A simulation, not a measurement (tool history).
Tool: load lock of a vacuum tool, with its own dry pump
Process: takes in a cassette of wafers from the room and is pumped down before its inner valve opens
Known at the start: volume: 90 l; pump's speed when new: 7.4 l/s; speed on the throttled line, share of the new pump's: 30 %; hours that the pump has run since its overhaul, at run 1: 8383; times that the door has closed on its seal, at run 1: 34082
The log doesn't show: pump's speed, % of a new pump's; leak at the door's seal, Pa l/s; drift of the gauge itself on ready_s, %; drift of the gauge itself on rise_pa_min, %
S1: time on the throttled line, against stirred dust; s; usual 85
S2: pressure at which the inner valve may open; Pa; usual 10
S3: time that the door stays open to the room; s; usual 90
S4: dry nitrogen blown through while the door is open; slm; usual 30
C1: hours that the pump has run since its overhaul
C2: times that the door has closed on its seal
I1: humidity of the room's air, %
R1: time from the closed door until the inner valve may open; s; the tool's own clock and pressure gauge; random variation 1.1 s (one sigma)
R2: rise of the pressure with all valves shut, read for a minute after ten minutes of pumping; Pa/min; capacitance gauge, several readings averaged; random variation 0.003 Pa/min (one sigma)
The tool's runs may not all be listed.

run 1 hour=0.0 | S1=85 S2=10 S3=90 S4=30 | C1=8383 C2=34082 | I1=45.8 | R1=179.4 R2=0.089
run 2 hour=336.8 | S1=85 S2=10 S3=90 S4=30 | C1=8720 C2=35033 | I1=46.8 | R1=179.9 R2=0.097
run 3 hour=648.0 | S1=85 S2=10 S3=90 S4=30 | C1=9031 C2=35911 | I1=44.3 | R1=180.8 R2=0.098
run 4 hour=823.6 | S1=85 S2=18 S3=90 S4=30 | C1=9206 C2=36407 | I1=44.4 | R1=173.1 R2=0.098
run 5 hour=1213.8 | S1=85 S2=10 S3=90 S4=17 | C1=9597 C2=37509 | I1=45.2 | R1=181.8 R2=0.107
run 6 hour=1621.3 | S1=85 S2=10 S3=90 S4=17 | C1=10004 C2=38659 | I1=45.1 | R1=181.2 R2=0.106
run 7 hour=1957.0 | S1=85 S2=10 S3=90 S4=30 | C1=10340 C2=39606 | I1=43.5 | R1=181.9 R2=0.109
run 8 hour=2148.1 | S1=85 S2=10 S3=90 S4=30 | C1=10531 C2=40146 | I1=43.7 | R1=182.2 R2=0.110
run 9 hour=2365.8 | S1=85 S2=10 S3=90 S4=30 | C1=10749 C2=40760 | I1=40.5 | R1=184.2 R2=0.112
run 10 hour=2765.5 | S1=85 S2=10 S3=115 S4=30 | C1=11148 C2=41889 | I1=45.5 | R1=185.4 R2=0.116
run 11 hour=2987.9 | S1=85 S2=10 S3=115 S4=30 | C1=11371 C2=42516 | I1=44.1 | R1=184.1 R2=0.121
run 12 hour=3270.1 | S1=85 S2=10 S3=115 S4=30 | C1=11653 C2=43313 | I1=43.1 | R1=182.8 R2=0.124
run 13 hour=3596.1 | S1=85 S2=12 S3=90 S4=30 | C1=11979 C2=44233 | I1=44.8 | R1=179.7 R2=0.127
run 14 hour=3785.3 | S1=85 S2=18 S3=90 S4=24 | C1=12168 C2=44767 | I1=44.4 | R1=177.9 R2=0.130
run 15 hour=4064.5 | S1=57 S2=10 S3=33 S4=30 | C1=12447 C2=45555 | I1=44.3 | R1=165.5 R2=0.121
run 16 hour=4238.0 | S1=57 S2=16 S3=33 S4=24 | C1=12621 C2=46045 | I1=44.5 | R1=160.4 R2=0.127
run 17 hour=4648.2 | S1=57 S2=16 S3=33 S4=24 | C1=13031 C2=47203 | I1=43.0 | R1=158.7 R2=0.129
run 18 hour=4949.3 | S1=57 S2=16 S3=33 S4=24 | C1=13332 C2=48053 | I1=46.3 | R1=158.7 R2=0.140
run 19 hour=5302.1 | S1=42 S2=20 S3=28 S4=30 | C1=13685 C2=49049 | I1=43.1 | R1=149.2 R2=0.138
run 20 hour=5661.1 | S1=42 S2=20 S3=28 S4=30 | C1=14044 C2=50062 | I1=41.5 | R1=147.3 R2=0.142
run 21 hour=6062.2 | S1=66 S2=20 S3=88 S4=40 | C1=14445 C2=51194 | I1=45.1 | R1=162.9 R2=0.152

4 ways to go on from here, each from the tool as it stands after run 21. What would each give?
run A hour=6404.1 | S1=66 S2=15 S3=54 S4=5 | C1=14787 C2=52159 | I1=46.1 | R1=? R2=?
run B hour=6404.1 | S1=66 S2=20 S3=88 S4=15 | C1=14787 C2=52159 | I1=45.2 | R1=? R2=?
run C hour=6404.1 | S1=66 S2=12 S3=88 S4=25 | C1=14787 C2=52159 | I1=43.5 | R1=? R2=?
run D hour=6404.1 | S1=66 S2=7 S3=71 S4=30 | C1=14787 C2=52159 | I1=46.8 | R1=? R2=?

run=A R1=165.5 R2=0.167
run=B R1=165.8 R2=0.163
run=C R1=170.3 R2=0.152
run=D R1=179.8 R2=0.158
Without the tool's hidden state the same runs would have given:
run=A R1=150.7 R2=0.028
run=B R1=151.6 R2=0.026
run=C R1=155.2 R2=0.015
run=D R1=163.2 R2=0.020

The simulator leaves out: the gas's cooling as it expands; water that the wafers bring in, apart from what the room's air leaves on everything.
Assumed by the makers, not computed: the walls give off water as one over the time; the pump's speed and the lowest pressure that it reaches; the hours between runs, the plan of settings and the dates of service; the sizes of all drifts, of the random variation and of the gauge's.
